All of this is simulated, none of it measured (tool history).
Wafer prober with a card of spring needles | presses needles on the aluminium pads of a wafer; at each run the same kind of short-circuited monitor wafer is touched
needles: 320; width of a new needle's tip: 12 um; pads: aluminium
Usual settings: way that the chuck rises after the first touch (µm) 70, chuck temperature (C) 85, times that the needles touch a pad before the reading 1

run     day  way that the chuck rises after the first touch (µm)  chuck temperature (C)  times that the needles touch a pad before the reading  resistance of one needle with its contact and lead (mohm)  way that a needle slides on the pad (µm)
  1       0                                                   70                     85                                                      1                                                        302                                     13.02
  2   0.646                                                   51                     85                                                      1                                                        313                                      9.45
  3   1.092                                                   70                     85                                                      1                                                        296                                     12.95
  4   1.392                                                   70                     85                                                      1                                                        297                                     12.97
  5    1.75                                                   70                    113                                                      1                                                        309                                     12.98
  6   2.354                                                   70                    113                                                      1                                                        297                                     12.92
  7   2.683                                                   70                    113                                                      1                                                        309                                     12.95
  8   3.392                                                   70                     85                                                      1                                                        282                                     12.92
  9   3.808                                                   70                     85                                                      1                                                        294                                     12.91
 10     4.5                                                   70                     85                                                      1                                                        297                                     12.86
 11   5.038                                                   70                     85                                                      1                                                        297                                     12.88
 12   5.525                                                   70                    100                                                      1                                                        303                                     12.77
 13   6.121                                                   70                    100                                                      1                                                        301                                     12.73
 14   6.575                                                   70                    100                                                      1                                                        294                                     12.74
 15    7.15                                                   53                    100                                                      1                                                        298                                      9.55
 16   7.658                                                   53                    100                                                      1                                                        292                                      9.51
 17   8.142                                                   53                    100                                                      1                                                        314                                      9.51
 18   8.438                                                   53                    100                                                      1                                                        308                                      9.48
 19   9.029                                                   53                     78                                                      2                                                        289                                      9.49
 20   9.554                                                   70                     38                                                      3                                                        267                                     13.02
 21  10.012                                                   70                     38                                                      3                                                        270                                     13.01
 22  10.383                                                   64                     42                                                      1                                                        292                                     11.88
 23  10.908                                                   70                     53                                                      2                                                        285                                     12.97
 24  11.567                                                   70                     53                                                      2                                                        282                                     12.97
 25  12.262                                                   52                    114                                                      2                                                        305                                       9.6
 26  12.625                                                   70                     43                                                      2                                                        273                                     12.94
 27  13.292                                                   59                     78                                                      1                                                        286                                     10.86
 28  13.904                                                   59                     78                                                      1                                                        287                                     10.82
 29  14.438                                                   70                    102                                                      2                                                        283                                     12.84
 30  14.804                                                   70                    102                                                      2                                                        298                                     13.04
 31  15.208                                                   70                    102                                                      2                                                        290                                     13.01
 32  15.867                                                   55                     41                                                      1                                                        286                                     10.19

Taken out of this log: 29 entries between the listed runs. Where each belongs, and how the hidden state differs across it:
Between runs 1 and 2: tips cleaned on abrasive film (day 0.233)
  debris on the tips, nm: 70 -> 68.3; way that the needles fall short of the set height, um: 0.09 -> 0.19; tips' diameter, um: 12.76 -> 12.79
  measured less the result without the state, resistance of one needle with its contact and lead (mohm): +20 -> +31; way that a needle slides on the pad (µm): -0.01 -> -0.04
Between runs 2 and 3: tips cleaned on abrasive film (day 0.867)
  debris on the tips, nm: 68.3 -> 58.2; way that the needles fall short of the set height, um: 0.19 -> 0.26; tips' diameter, um: 12.79 -> 12.82
  measured less the result without the state, resistance of one needle with its contact and lead (mohm): +31 -> +16; way that a needle slides on the pad (µm): -0.04 -> -0.05
Between runs 4 and 5: tips cleaned on abrasive film (day 1.462)
  debris on the tips, nm: 72.3 -> 62.5; way that the needles fall short of the set height, um: 0.26 -> 0.33; tips' diameter, um: 12.82 -> 12.84
  measured less the result without the state, resistance of one needle with its contact and lead (mohm): +20 -> +18; way that a needle slides on the pad (µm): -0.05 -> -0.06
Between runs 5 and 6: tips cleaned on abrasive film (day 2.108)
  debris on the tips, nm: 62.5 -> 57.3; way that the needles fall short of the set height, um: 0.33 -> 0.43; tips' diameter, um: 12.84 -> 12.88
  measured less the result without the state, resistance of one needle with its contact and lead (mohm): +18 -> +15; way that a needle slides on the pad (µm): -0.06 -> -0.08
Between runs 7 and 8: tips cleaned on abrasive film (day 2.733); tips cleaned on abrasive film (day 3.338)
  debris on the tips, nm: 72.4 -> 24.8; way that the needles fall short of the set height, um: 0.43 -> 0.61; tips' diameter, um: 12.88 -> 12.94
  measured less the result without the state, resistance of one needle with its contact and lead (mohm): +20 -> +6; way that a needle slides on the pad (µm): -0.08 -> -0.11
Between runs 9 and 10: tips cleaned on abrasive film (day 3.967)
  debris on the tips, nm: 69.6 -> 71.8; way that the needles fall short of the set height, um: 0.61 -> 0.73; tips' diameter, um: 12.94 -> 12.98
  measured less the result without the state, resistance of one needle with its contact and lead (mohm): +20 -> +20; way that a needle slides on the pad (µm): -0.12 -> -0.14
Between runs 10 and 11: tips cleaned on abrasive film (day 4.596)
  debris on the tips, nm: 71.8 -> 69.7; way that the needles fall short of the set height, um: 0.73 -> 0.86; tips' diameter, um: 12.98 -> 13.03
  measured less the result without the state, resistance of one needle with its contact and lead (mohm): +20 -> +20; way that a needle slides on the pad (µm): -0.14 -> -0.15
Between runs 11 and 12: height of the first contact set anew (day 5.167); tips cleaned on abrasive film (day 5.2)
  debris on the tips, nm: 69.7 -> 63.5; way that the needles fall short of the set height, um: 0.86 -> 1.47; tips' diameter, um: 13.03 -> 13.05
  measured less the result without the state, resistance of one needle with its contact and lead (mohm): +20 -> +18; way that a needle slides on the pad (µm): -0.15 -> -0.27
Between runs 12 and 13: tips cleaned on abrasive film (day 5.829)
  debris on the tips, nm: 63.5 -> 60.5; way that the needles fall short of the set height, um: 1.47 -> 1.57; tips' diameter, um: 13.05 -> 13.09
  measured less the result without the state, resistance of one needle with its contact and lead (mohm): +18 -> +17; way that a needle slides on the pad (µm): -0.27 -> -0.29
Between runs 13 and 14: tips cleaned on abrasive film (day 6.446)
  debris on the tips, nm: 60.5 -> 40.5; way that the needles fall short of the set height, um: 1.57 -> 1.66; tips' diameter, um: 13.09 -> 13.12
  measured less the result without the state, resistance of one needle with its contact and lead (mohm): +17 -> +11; way that a needle slides on the pad (µm): -0.29 -> -0.31
Between runs 14 and 15: tips cleaned on abrasive film (day 7.058)
  debris on the tips, nm: 40.5 -> 35.9; way that the needles fall short of the set height, um: 1.66 -> 1.76; tips' diameter, um: 13.12 -> 13.15
  measured less the result without the state, resistance of one needle with its contact and lead (mohm): +11 -> +16; way that a needle slides on the pad (µm): -0.31 -> -0.33
Between runs 15 and 16: tips cleaned on abrasive film (day 7.654)
  debris on the tips, nm: 35.9 -> 9.1; way that the needles fall short of the set height, um: 1.76 -> 1.85; tips' diameter, um: 13.15 -> 13.19
  measured less the result without the state, resistance of one needle with its contact and lead (mohm): +16 -> +5; way that a needle slides on the pad (µm): -0.33 -> -0.34
Between runs 17 and 18: tips cleaned on abrasive film (day 8.267)
  debris on the tips, nm: 71 -> 47.9; way that the needles fall short of the set height, um: 1.85 -> 1.94; tips' diameter, um: 13.19 -> 13.22
  measured less the result without the state, resistance of one needle with its contact and lead (mohm): +31 -> +22; way that a needle slides on the pad (µm): -0.35 -> -0.36
Between runs 18 and 19: tips cleaned on abrasive film (day 8.871)
  debris on the tips, nm: 47.9 -> 48.1; way that the needles fall short of the set height, um: 1.94 -> 2.01; tips' diameter, um: 13.22 -> 13.24
  measured less the result without the state, resistance of one needle with its contact and lead (mohm): +22 -> +13; way that a needle slides on the pad (µm): -0.36 -> -0.38
Between runs 19 and 20: height of the first contact set anew, once more (day 9.079); tips cleaned on abrasive film (day 9.517)
  debris on the tips, nm: 48.1 -> 19.3; way that the needles fall short of the set height, um: 2.01 -> 0.1; tips' diameter, um: 13.24 -> 13.28
  measured less the result without the state, resistance of one needle with its contact and lead (mohm): +13 -> +2; way that a needle slides on the pad (µm): -0.38 -> -0.01
Between runs 21 and 22: tips cleaned on abrasive film (day 10.121)
  debris on the tips, nm: 70.2 -> 58.6; way that the needles fall short of the set height, um: 0.1 -> 0.19; tips' diameter, um: 13.28 -> 13.31
  measured less the result without the state, resistance of one needle with its contact and lead (mohm): +8 -> +21; way that a needle slides on the pad (µm): -0.02 -> -0.03
Between runs 22 and 23: tips cleaned on abrasive film (day 10.717)
  debris on the tips, nm: 58.6 -> 53.9; way that the needles fall short of the set height, um: 0.19 -> 0.3; tips' diameter, um: 13.31 -> 13.35
  measured less the result without the state, resistance of one needle with its contact and lead (mohm): +21 -> +10; way that a needle slides on the pad (µm): -0.03 -> -0.05
Between runs 23 and 24: tips cleaned on abrasive film (day 11.358)
  debris on the tips, nm: 53.9 -> 54.3; way that the needles fall short of the set height, um: 0.3 -> 0.37; tips' diameter, um: 13.35 -> 13.37
  measured less the result without the state, resistance of one needle with its contact and lead (mohm): +10 -> +10; way that a needle slides on the pad (µm): -0.05 -> -0.07
Between runs 24 and 25: tips cleaned on abrasive film (day 11.962)
  debris on the tips, nm: 54.3 -> 64.4; way that the needles fall short of the set height, um: 0.37 -> 0.46; tips' diameter, um: 13.37 -> 13.41
  measured less the result without the state, resistance of one needle with its contact and lead (mohm): +10 -> +17; way that a needle slides on the pad (µm): -0.07 -> -0.08
Between runs 25 and 26: tips cleaned on abrasive film (day 12.6)
  debris on the tips, nm: 64.4 -> 15.1; way that the needles fall short of the set height, um: 0.46 -> 0.56; tips' diameter, um: 13.41 -> 13.44
  measured less the result without the state, resistance of one needle with its contact and lead (mohm): +17 -> +3; way that a needle slides on the pad (µm): -0.08 -> -0.1
Between runs 26 and 27: tips cleaned on abrasive film (day 13.233)
  debris on the tips, nm: 15.1 -> 27; way that the needles fall short of the set height, um: 0.56 -> 0.64; tips' diameter, um: 13.44 -> 13.47
  measured less the result without the state, resistance of one needle with its contact and lead (mohm): +3 -> +10; way that a needle slides on the pad (µm): -0.1 -> -0.12
Between runs 27 and 28: tips cleaned on abrasive film (day 13.838)
  debris on the tips, nm: 27 -> 23.1; way that the needles fall short of the set height, um: 0.64 -> 0.76; tips' diameter, um: 13.47 -> 13.51
  measured less the result without the state, resistance of one needle with its contact and lead (mohm): +10 -> +10; way that a needle slides on the pad (µm): -0.12 -> -0.14
Between runs 28 and 29: tips cleaned on abrasive film (day 14.438)
  debris on the tips, nm: 23.1 -> 8.4; way that the needles fall short of the set height, um: 0.76 -> 0.87; tips' diameter, um: 13.51 -> 13.55
  measured less the result without the state, resistance of one needle with its contact and lead (mohm): +10 -> +1; way that a needle slides on the pad (µm): -0.14 -> -0.16
Between runs 29 and 30: height of the first contact set anew (day 14.796)
  debris on the tips, nm: 8.4 -> 67.4; way that the needles fall short of the set height, um: 0.87 -> 0
  measured less the result without the state, resistance of one needle with its contact and lead (mohm): +1 -> +12; way that a needle slides on the pad (µm): -0.16 -> +0
Between runs 30 and 31: tips cleaned on abrasive film (day 15.067)
  debris on the tips, nm: 67.4 -> 43.5; way that the needles fall short of the set height, um: 0 -> 0.09; tips' diameter, um: 13.55 -> 13.58
  measured less the result without the state, resistance of one needle with its contact and lead (mohm): +12 -> +7; way that a needle slides on the pad (µm): +0 -> -0.02
Between runs 31 and 32: tips cleaned on abrasive film (day 15.675)
  debris on the tips, nm: 43.5 -> 50.4; way that the needles fall short of the set height, um: 0.09 -> 0.16; tips' diameter, um: 13.58 -> 13.6
  measured less the result without the state, resistance of one needle with its contact and lead (mohm): +7 -> +23; way that a needle slides on the pad (µm): -0.02 -> -0.03
